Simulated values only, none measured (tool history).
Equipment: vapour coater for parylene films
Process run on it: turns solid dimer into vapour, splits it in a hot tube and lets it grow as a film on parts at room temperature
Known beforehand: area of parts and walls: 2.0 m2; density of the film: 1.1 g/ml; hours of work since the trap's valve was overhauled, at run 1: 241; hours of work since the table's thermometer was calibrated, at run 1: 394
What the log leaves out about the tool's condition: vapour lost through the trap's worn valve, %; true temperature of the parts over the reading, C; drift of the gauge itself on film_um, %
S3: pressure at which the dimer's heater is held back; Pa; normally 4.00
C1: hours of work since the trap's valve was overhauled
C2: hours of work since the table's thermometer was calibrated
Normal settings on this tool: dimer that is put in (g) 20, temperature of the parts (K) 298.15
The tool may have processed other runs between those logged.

{"run": 1, "hour": 0.0, "dimer that is put in (g)": 20, "temperature of the parts (K)": 298.15, "S3": 4.0, "C1": 241, "C2": 394, "thickness of the film (nm)": 6940}
{"run": 2, "hour": 20.7, "dimer that is put in (g)": 20, "temperature of the parts (K)": 298.15, "S3": 8.98, "C1": 259, "C2": 411, "thickness of the film (nm)": 6460}
{"run": 3, "hour": 40.0, "dimer that is put in (g)": 20, "temperature of the parts (K)": 298.15, "S3": 2.89, "C1": 275, "C2": 428, "thickness of the film (nm)": 6950}
{"run": 4, "hour": 73.6, "dimer that is put in (g)": 20, "temperature of the parts (K)": 298.15, "S3": 2.89, "C1": 304, "C2": 456, "thickness of the film (nm)": 7020}
{"run": 5, "hour": 89.8, "dimer that is put in (g)": 9, "temperature of the parts (K)": 298.15, "S3": 4.0, "C1": 318, "C2": 470, "thickness of the film (nm)": 3020}
{"run": 6, "hour": 113.7, "dimer that is put in (g)": 24, "temperature of the parts (K)": 298.15, "S3": 4.0, "C1": 338, "C2": 490, "thickness of the film (nm)": 8050}
{"run": 7, "hour": 145.8, "dimer that is put in (g)": 24, "temperature of the parts (K)": 298.15, "S3": 4.0, "C1": 365, "C2": 517, "thickness of the film (nm)": 8030}
{"run": 8, "hour": 168.8, "dimer that is put in (g)": 28, "temperature of the parts (K)": 298.15, "S3": 4.0, "C1": 385, "C2": 537, "thickness of the film (nm)": 9190}
{"hour": 180.8, "done": "trap's valve overhauled"}
{"run": 9, "hour": 194.6, "dimer that is put in (g)": 28, "temperature of the parts (K)": 298.15, "S3": 4.0, "C1": 12, "C2": 556, "thickness of the film (nm)": 10370}
{"run": 10, "hour": 224.9, "dimer that is put in (g)": 28, "temperature of the parts (K)": 298.15, "S3": 4.0, "C1": 37, "C2": 581, "thickness of the film (nm)": 10190}
{"run": 11, "hour": 250.0, "dimer that is put in (g)": 28, "temperature of the parts (K)": 298.15, "S3": 4.0, "C1": 59, "C2": 602, "thickness of the film (nm)": 10180}
{"run": 12, "hour": 283.2, "dimer that is put in (g)": 28, "temperature of the parts (K)": 298.15, "S3": 4.0, "C1": 87, "C2": 631, "thickness of the film (nm)": 10040}
{"run": 13, "hour": 307.6, "dimer that is put in (g)": 12, "temperature of the parts (K)": 298.15, "S3": 4.0, "C1": 107, "C2": 651, "thickness of the film (nm)": 4310}
{"run": 14, "hour": 335.3, "dimer that is put in (g)": 12, "temperature of the parts (K)": 298.15, "S3": 4.0, "C1": 131, "C2": 675, "thickness of the film (nm)": 4270}
{"hour": 338.2, "done": "table's thermometer calibrated"}
{"run": 15, "hour": 350.6, "dimer that is put in (g)": 20, "temperature of the parts (K)": 298.15, "S3": 2.18, "C1": 143, "C2": 10, "thickness of the film (nm)": 7340}
{"run": 16, "hour": 375.8, "dimer that is put in (g)": 20, "temperature of the parts (K)": 298.15, "S3": 2.18, "C1": 164, "C2": 32, "thickness of the film (nm)": 7300}
{"hour": 395.6, "done": "table's thermometer calibrated, once more"}
{"run": 17, "hour": 400.3, "dimer that is put in (g)": 20, "temperature of the parts (K)": 298.15, "S3": 4.0, "C1": 184, "C2": 4, "thickness of the film (nm)": 7010}
{"run": 18, "hour": 427.6, "dimer that is put in (g)": 20, "temperature of the parts (K)": 298.15, "S3": 4.0, "C1": 207, "C2": 27, "thickness of the film (nm)": 6970}
{"run": 19, "hour": 459.5, "dimer that is put in (g)": 20, "temperature of the parts (K)": 298.15, "S3": 7.62, "C1": 234, "C2": 54, "thickness of the film (nm)": 6500}
{"run": 20, "hour": 482.7, "dimer that is put in (g)": 29, "temperature of the parts (K)": 296.15, "S3": 6.18, "C1": 254, "C2": 74, "thickness of the film (nm)": 9990}
{"run": 21, "hour": 498.4, "dimer that is put in (g)": 29, "temperature of the parts (K)": 296.15, "S3": 6.18, "C1": 267, "C2": 87, "thickness of the film (nm)": 10060}
{"run": 22, "hour": 532.5, "dimer that is put in (g)": 18, "temperature of the parts (K)": 301.15, "S3": 2.53, "C1": 296, "C2": 116, "thickness of the film (nm)": 5990}
{"run": 23, "hour": 551.7, "dimer that is put in (g)": 18, "temperature of the parts (K)": 301.15, "S3": 2.53, "C1": 313, "C2": 132, "thickness of the film (nm)": 5950}
{"run": 24, "hour": 584.3, "dimer that is put in (g)": 29, "temperature of the parts (K)": 304.15, "S3": 4.0, "C1": 340, "C2": 160, "thickness of the film (nm)": 8890}
{"run": 25, "hour": 599.7, "dimer that is put in (g)": 20, "temperature of the parts (K)": 298.15, "S3": 9.14, "C1": 353, "C2": 173, "thickness of the film (nm)": 6220}
{"run": 26, "hour": 622.7, "dimer that is put in (g)": 13, "temperature of the parts (K)": 292.15, "S3": 4.39, "C1": 373, "C2": 192, "thickness of the film (nm)": 4720}
{"run": 27, "hour": 638.0, "dimer that is put in (g)": 14, "temperature of the parts (K)": 309.15, "S3": 4.0, "C1": 386, "C2": 205, "thickness of the film (nm)": 3880}
{"hour": 648.1, "done": "trap's valve overhauled"}
{"run": 28, "hour": 667.5, "dimer that is put in (g)": 14, "temperature of the parts (K)": 309.15, "S3": 4.0, "C1": 17, "C2": 227, "thickness of the film (nm)": 4270}
{"run": 29, "hour": 701.8, "dimer that is put in (g)": 14, "temperature of the parts (K)": 309.15, "S3": 4.0, "C1": 46, "C2": 256, "thickness of the film (nm)": 4250}
{"run": 30, "hour": 725.3, "dimer that is put in (g)": 12, "temperature of the parts (K)": 305.15, "S3": 4.0, "C1": 65, "C2": 276, "thickness of the film (nm)": 3930}
{"run": 31, "hour": 741.4, "dimer that is put in (g)": 21, "temperature of the parts (K)": 293.15, "S3": 5.21, "C1": 79, "C2": 290, "thickness of the film (nm)": 7960}
{"run": 32, "hour": 774.4, "dimer that is put in (g)": 20, "temperature of the parts (K)": 299.15, "S3": 3.63, "C1": 107, "C2": 318, "thickness of the film (nm)": 7030}
{"run": 33, "hour": 804.8, "dimer that is put in (g)": 15, "temperature of the parts (K)": 293.15, "S3": 3.63, "C1": 133, "C2": 343, "thickness of the film (nm)": 5770}
{"run": 34, "hour": 830.4, "dimer that is put in (g)": 15, "temperature of the parts (K)": 293.15, "S3": 3.63, "C1": 155, "C2": 365, "thickness of the film (nm)": 5750}
{"run": 35, "hour": 844.6, "dimer that is put in (g)": 34, "temperature of the parts (K)": 299.15, "S3": 7.28, "C1": 167, "C2": 377, "thickness of the film (nm)": 11360}

Difference, measured minus no-hidden-state, one row per run. Run-to-run variation is common to both terms; the gauge's own scatter need not be:
run=1 thickness_of_the_film_(nm)=-490
run=2 thickness_of_the_film_(nm)=-480
run=3 thickness_of_the_film_(nm)=-560
run=4 thickness_of_the_film_(nm)=-630
run=5 thickness_of_the_film_(nm)=-290
run=6 thickness_of_the_film_(nm)=-830
run=7 thickness_of_the_film_(nm)=-910
run=8 thickness_of_the_film_(nm)=-1110
run=9 thickness_of_the_film_(nm)=-70
run=10 thickness_of_the_film_(nm)=-140
run=11 thickness_of_the_film_(nm)=-210
run=12 thickness_of_the_film_(nm)=-270
run=13 thickness_of_the_film_(nm)=-150
run=14 thickness_of_the_film_(nm)=-170
run=15 thickness_of_the_film_(nm)=-340
run=16 thickness_of_the_film_(nm)=-380
run=17 thickness_of_the_film_(nm)=-390
run=18 thickness_of_the_film_(nm)=-430
run=19 thickness_of_the_film_(nm)=-460
run=20 thickness_of_the_film_(nm)=-770
run=21 thickness_of_the_film_(nm)=-810
run=22 thickness_of_the_film_(nm)=-550
run=23 thickness_of_the_film_(nm)=-570
run=24 thickness_of_the_film_(nm)=-940
run=25 thickness_of_the_film_(nm)=-690
run=26 thickness_of_the_film_(nm)=-550
run=27 thickness_of_the_film_(nm)=-480
run=28 thickness_of_the_film_(nm)=-30
run=29 thickness_of_the_film_(nm)=-70
run=30 thickness_of_the_film_(nm)=-80
run=31 thickness_of_the_film_(nm)=-210
run=32 thickness_of_the_film_(nm)=-240
run=33 thickness_of_the_film_(nm)=-240
run=34 thickness_of_the_film_(nm)=-280
run=35 thickness_of_the_film_(nm)=-590
